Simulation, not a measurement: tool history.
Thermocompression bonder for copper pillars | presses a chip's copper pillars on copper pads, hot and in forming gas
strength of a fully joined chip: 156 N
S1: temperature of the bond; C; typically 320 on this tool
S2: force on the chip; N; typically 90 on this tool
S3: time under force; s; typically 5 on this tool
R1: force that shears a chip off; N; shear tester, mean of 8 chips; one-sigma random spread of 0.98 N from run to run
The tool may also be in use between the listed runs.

run   hour   S1  S2  S3    R1
  1      0  320  90   5  84.1
  2     20  320  90   5  81.3
  3   38.8  302  90   5  71.2
  4     60  320  56   5  57.6
  5   83.2  320  56   5  56.4
      91.3  -- forming gas filter changed
  6  102.7  320  56   5  64.6
  7  120.9  320  56   5  62.1
  8  135.9  320  56   3  50.4
     139.6  -- heater calibrated with a thermocouple chip
  9  158.6  320  56   3    52
 10  173.9  320  56   3  50.6
 11  196.2  292  99   3  60.1
       212  -- heater calibrated with a thermocouple chip, once more
 12  216.9  340  90   5  86.8
 13  233.3  340  56  11  83.4
 14  260.7  330  90   5  78.5

Consider 3 possible next runs. They are alternatives, not a sequence: every one starts from the tool as it was left by run 14. What does each give?
     285.5  -- forming gas filter changed
  A  285.9  342  90   3   ?
     285.5  -- forming gas filter changed
  B  285.9  320  90   6   ?
     285.5  -- forming gas filter changed
  C  285.9  330  90   7   ?

run    R1
  A  80.4
  B  85.6
  C    98
With the hidden condition removed and each run's random variation left untouched, the same runs would have given:
run    R1
  A  82.1
  B  87.3
  C  99.8
